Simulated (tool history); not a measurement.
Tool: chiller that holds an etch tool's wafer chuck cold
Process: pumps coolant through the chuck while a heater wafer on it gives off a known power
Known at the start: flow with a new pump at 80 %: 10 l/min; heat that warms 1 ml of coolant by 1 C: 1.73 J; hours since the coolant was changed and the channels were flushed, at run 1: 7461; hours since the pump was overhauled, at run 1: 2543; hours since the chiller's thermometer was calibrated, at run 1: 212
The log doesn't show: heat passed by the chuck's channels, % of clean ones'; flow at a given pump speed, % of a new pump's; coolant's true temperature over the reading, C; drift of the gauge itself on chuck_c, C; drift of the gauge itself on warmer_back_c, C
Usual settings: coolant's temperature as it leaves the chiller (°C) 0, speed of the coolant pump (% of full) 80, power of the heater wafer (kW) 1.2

run	day	coolant's temperature as it leaves the chiller (°C)	speed of the coolant pump (% of full)	power of the heater wafer (kW)	hours since the coolant was changed and the channels were flushed	hours since the pump was overhauled	hours since the chiller's thermometer was calibrated	chuck's temperature once it has settled (°C)	how much warmer the coolant comes back (C)
1	0	0	80	1.2	7461	2543	212	15.2	4.23
2	1.596	0	80	1.2	7499	2581	250	15.1	4.25
3	3.417	0	80	1.2	7543	2625	294	15.1	4.3
4	6.671	0	76	1.2	7621	2703	372	15.7	4.49
5	9.696	0	80	1.2	7694	2775	444	15.2	4.27
6	11.571	0	80	1.2	7739	2820	489	15.2	4.3
7	13.396	0	81	1.2	7782	2864	533	15.4	4.22
8	15.192	0	80	1.554	7826	2907	576	19.8	5.54
9	16.817	0	80	1.2	7864	2946	615	15.3	4.29
10	19.746	0	80	1.2	7935	3016	686	15.3	4.21
11	22.358	0	80	1.2	7997	3079	748	15.3	4.27
12	24.154	0	90	1.008	8041	3122	791	12.2	3.18
13	27.292	0	80	1.206	8116	3198	867	15.5	4.34
14	29.317	0	69	0.679	8165	3246	915	9.6	2.83
15	30.646	7	87	1.2	8196	3278	947	21.9	3.89
16	33.483	-6	77	1.612	8264	3346	1015	15.2	6.04
17	35.612	8	69	0.645	8316	3397	1066	17	2.69
18	37.392	8	69	0.645	8358	3440	1109	17.1	2.66
19	38.796	5	90	0.645	8392	3474	1143	12.9	2.07
20	40.904	0	67	1.2	8443	3524	1193	17.2	5.24
21	43.338	0	67	1.2	8501	3583	1252	17.1	5.16
22	45.35	6	73	0.852	8549	3631	1300	17.7	3.4

4 ways to go on from here, each from the tool as it stands after run 22. What would each give?
A	47.542	4	80	0.834	8602	3684	1353	?	?
B	47.542	-4	66	0.94	8602	3684	1353	?	?
C	47.542	8	97	1.067	8602	3684	1353	?	?
D	47.542	2	80	1.2	8602	3684	1353	?	?

run	chuck's temperature once it has settled (°C)	how much warmer the coolant comes back (C)
A	15	2.98
B	9.5	4.16
C	20.3	3.17
D	17.5	4.34
Without the tool's hidden state the same runs would have given:
run	chuck's temperature once it has settled (°C)	how much warmer the coolant comes back (C)
A	12.9	2.87
B	6.8	4
C	17.8	3.05
D	14.4	4.17
